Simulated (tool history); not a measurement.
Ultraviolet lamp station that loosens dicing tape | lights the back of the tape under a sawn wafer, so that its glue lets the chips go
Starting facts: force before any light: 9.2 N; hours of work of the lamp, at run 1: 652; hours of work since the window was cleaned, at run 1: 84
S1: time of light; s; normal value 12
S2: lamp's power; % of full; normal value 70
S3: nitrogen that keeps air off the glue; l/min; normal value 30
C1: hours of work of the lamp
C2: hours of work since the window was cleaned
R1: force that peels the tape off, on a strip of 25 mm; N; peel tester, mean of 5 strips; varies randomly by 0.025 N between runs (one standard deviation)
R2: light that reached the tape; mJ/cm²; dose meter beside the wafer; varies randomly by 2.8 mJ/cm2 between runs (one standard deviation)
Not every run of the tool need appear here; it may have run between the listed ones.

{"run": 1, "hour": 0.0, "S1": 12, "S2": 70, "S3": 30, "C1": 652, "C2": 84, "R1": 1.458, "R2": 349}
{"run": 2, "hour": 12.2, "S1": 12, "S2": 70, "S3": 30, "C1": 660, "C2": 92, "R1": 1.485, "R2": 351}
{"run": 3, "hour": 23.0, "S1": 12, "S2": 70, "S3": 30, "C1": 668, "C2": 100, "R1": 1.513, "R2": 344}
{"run": 4, "hour": 36.5, "S1": 12, "S2": 70, "S3": 30, "C1": 677, "C2": 109, "R1": 1.561, "R2": 345}
{"run": 5, "hour": 57.5, "S1": 12, "S2": 70, "S3": 30, "C1": 691, "C2": 123, "R1": 1.6, "R2": 344}
{"run": 6, "hour": 70.6, "S1": 12, "S2": 70, "S3": 30, "C1": 700, "C2": 132, "R1": 1.589, "R2": 338}
{"run": 7, "hour": 85.5, "S1": 12, "S2": 70, "S3": 30, "C1": 710, "C2": 142, "R1": 1.593, "R2": 333}
{"run": 8, "hour": 98.1, "S1": 10, "S2": 70, "S3": 30, "C1": 718, "C2": 150, "R1": 2.117, "R2": 281}
{"run": 9, "hour": 109.6, "S1": 12, "S2": 70, "S3": 30, "C1": 726, "C2": 158, "R1": 1.685, "R2": 338}
{"run": 10, "hour": 133.7, "S1": 12, "S2": 81, "S3": 30, "C1": 742, "C2": 174, "R1": 1.251, "R2": 391}
{"run": 11, "hour": 151.3, "S1": 9, "S2": 62, "S3": 35, "C1": 754, "C2": 186, "R1": 2.687, "R2": 221}
{"run": 12, "hour": 162.6, "S1": 9, "S2": 94, "S3": 30, "C1": 761, "C2": 193, "R1": 1.654, "R2": 333}
{"run": 13, "hour": 178.7, "S1": 17, "S2": 66, "S3": 30, "C1": 772, "C2": 204, "R1": 0.97, "R2": 437}
{"hour": 180.4, "done": "window cleaned of glue's vapour"}
{"run": 14, "hour": 195.6, "S1": 17, "S2": 66, "S3": 30, "C1": 783, "C2": 10, "R1": 1.048, "R2": 429}
{"run": 15, "hour": 208.8, "S1": 12, "S2": 67, "S3": 10, "C1": 792, "C2": 19, "R1": 2.797, "R2": 310}
{"run": 16, "hour": 219.3, "S1": 12, "S2": 70, "S3": 47, "C1": 799, "C2": 26, "R1": 1.506, "R2": 319}
{"run": 17, "hour": 239.4, "S1": 12, "S2": 70, "S3": 45, "C1": 813, "C2": 40, "R1": 1.528, "R2": 315}
{"run": 18, "hour": 250.6, "S1": 12, "S2": 70, "S3": 45, "C1": 820, "C2": 47, "R1": 1.542, "R2": 319}
{"run": 19, "hour": 274.4, "S1": 12, "S2": 70, "S3": 45, "C1": 836, "C2": 63, "R1": 1.55, "R2": 319}
{"hour": 276.4, "done": "window cleaned of glue's vapour, once more"}
{"run": 20, "hour": 290.3, "S1": 16, "S2": 63, "S3": 31, "C1": 847, "C2": 9, "R1": 1.147, "R2": 414}

Pick out some run-to-run changes in R1. Of each, how much would a tool without hidden state show as well, from the settings, what came in and chance, and how much is left for the hidden state and any gauge scatter not in both results compared?
Hidden state at play: lamp's light, % of a new lamp's; light that the window lets through, % of a clean one's; drift of the gauge itself on peel_n, %; drift of the gauge itself on dose_mj_cm2, %.
Run 10 -> 11: S1 12 -> 9, S2 81 -> 62, S3 30 -> 35. R1 +1.436 N: hidden state +0.198, all else +1.238.
Run 14 -> 15: S1 17 -> 12, S2 66 -> 67, S3 30 -> 10. R1 +1.749 N: hidden state +0.318, all else +1.431.
Run 19 -> 20: S1 12 -> 16, S2 70 -> 63, S3 45 -> 31, window cleaned of glue's vapour, once more. R1 -0.403 N: hidden state -0.273, all else -0.130.

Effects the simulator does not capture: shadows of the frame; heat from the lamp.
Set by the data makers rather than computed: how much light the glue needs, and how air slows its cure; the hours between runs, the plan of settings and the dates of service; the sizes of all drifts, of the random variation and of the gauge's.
